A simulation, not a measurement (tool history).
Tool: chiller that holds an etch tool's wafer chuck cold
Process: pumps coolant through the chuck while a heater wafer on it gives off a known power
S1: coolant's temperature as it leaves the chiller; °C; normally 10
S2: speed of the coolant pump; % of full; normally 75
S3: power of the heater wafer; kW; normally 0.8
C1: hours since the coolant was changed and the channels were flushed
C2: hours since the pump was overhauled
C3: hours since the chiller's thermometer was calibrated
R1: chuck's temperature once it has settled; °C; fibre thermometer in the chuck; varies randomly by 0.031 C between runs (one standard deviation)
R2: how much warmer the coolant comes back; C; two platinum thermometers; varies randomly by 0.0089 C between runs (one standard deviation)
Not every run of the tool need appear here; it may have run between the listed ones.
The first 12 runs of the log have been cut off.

Run 13, day 27.95: usual settings but S1 13 °C; C1 3867; C2 2185; C3 2970. Result: R1 19.61 °C, R2 1.828 C.
Run 14, day 31.158: usual settings but S1 13 °C; C1 3944; C2 2262; C3 3047. Result: R1 19.62 °C, R2 1.815 C.
Run 15, day 34.479: usual settings but S1 13 °C; C1 4024; C2 2342; C3 3127. Result: R1 19.63 °C, R2 1.784 C.
Run 16, day 37.771: usual settings but S1 14 °C; C1 4103; C2 2421; C3 3206. Result: R1 20.63 °C, R2 1.757 C.
Run 17, day 40.067: usual settings; C1 4158; C2 2476; C3 3261. Result: R1 16.65 °C, R2 1.746 C.
Run 18, day 42.233: usual settings; C1 4210; C2 2528; C3 3313. Result: R1 16.59 °C, R2 1.738 C.
Run 19, day 44.875: usual settings but S2 66 % of full, S3 0.71 kW; C1 4273; C2 2591; C3 3376. Result: R1 16.42 °C, R2 1.723 C.
Run 20, day 48.329: usual settings but S1 13 °C, S2 64 % of full, S3 0.71 kW; C1 4356; C2 2674; C3 3459. Result: R1 19.52 °C, R2 1.76 C.
Run 21, day 51.604: usual settings but S1 13 °C, S2 64 % of full, S3 0.71 kW; C1 4435; C2 2753; C3 3538. Result: R1 19.53 °C, R2 1.745 C.
Run 22, day 53.238: usual settings but S1 14 °C, S2 71 % of full, S3 0.661 kW; C1 4474; C2 2792; C3 3577. Result: R1 19.65 °C, R2 1.41 C.
Run 23, day 56.142: usual settings but S1 14 °C, S2 71 % of full, S3 0.661 kW; C1 4544; C2 2862; C3 3647. Result: R1 19.65 °C, R2 1.409 C.
Run 24, day 58.979: usual settings but S1 14 °C, S2 71 % of full, S3 0.661 kW; C1 4612; C2 2930; C3 3715. Result: R1 19.64 °C, R2 1.373 C.
Run 25, day 60.412: usual settings but S1 5 °C, S2 83 % of full, S3 0.458 kW; C1 4646; C2 2964; C3 3749. Result: R1 8.52 °C, R2 0.678 C.
Run 26, day 63.517: usual settings but S1 20 °C, S3 0.415 kW; C1 4721; C2 3039; C3 3824. Result: R1 23.43 °C, R2 0.661 C.
Run 27, day 65.317: usual settings but S1 20 °C, S3 0.415 kW; C1 4764; C2 3082; C3 3867. Result: R1 23.43 °C, R2 0.65 C.
Run 28, day 67.538: usual settings but S1 20 °C, S3 0.415 kW; C1 4817; C2 3135; C3 3920. Result: R1 23.44 °C, R2 0.626 C.
At day 68.696: coolant changed, channels flushed.
Run 29, day 70.021: usual settings but S2 82 % of full, S3 0.425 kW; C1 32; C2 3189; C3 3974. Result: R1 13.35 °C, R2 0.577 C.
Run 30, day 71.825: usual settings but S1 20 °C, S2 74 % of full, S3 0.446 kW; C1 75; C2 3232; C3 4017. Result: R1 23.68 °C, R2 0.686 C.
Run 31, day 73.458: usual settings but S1 20 °C, S2 74 % of full, S3 0.446 kW; C1 114; C2 3271; C3 4056. Result: R1 23.7 °C, R2 0.694 C.
Run 32, day 75.167: usual settings but S1 20 °C, S2 74 % of full, S3 0.446 kW; C1 155; C2 3312; C3 4097. Result: R1 23.74 °C, R2 0.677 C.
Run 33, day 77.479: usual settings but S1 20 °C, S2 74 % of full, S3 0.446 kW; C1 211; C2 3368; C3 4153. Result: R1 23.64 °C, R2 0.652 C.

Here are 3 independent what-if runs from the current tool condition. What would each one return?
Run A, day 78.925: usual settings but S1 13 °C, S2 74 % of full, S3 0.414 kW; C1 246; C2 3402; C3 4187. Result: R1 ?, R2 ?.
Run B, day 78.925: usual settings but S1 20 °C, S2 86 % of full, S3 0.446 kW; C1 246; C2 3402; C3 4187. Result: R1 ?, R2 ?.
Run C, day 78.925: usual settings but S1 20 °C, S2 74 % of full, S3 0.81 kW; C1 246; C2 3402; C3 4187. Result: R1 ?, R2 ?.

run     R1     R2
  A  16.44  0.555
  B  23.41  0.511
  C  26.76  1.556
What these runs would have given with no unlogged condition in the tool:
run     R1     R2
  A  16.46   1.03
  B  23.43  0.986
  C  26.77  2.029

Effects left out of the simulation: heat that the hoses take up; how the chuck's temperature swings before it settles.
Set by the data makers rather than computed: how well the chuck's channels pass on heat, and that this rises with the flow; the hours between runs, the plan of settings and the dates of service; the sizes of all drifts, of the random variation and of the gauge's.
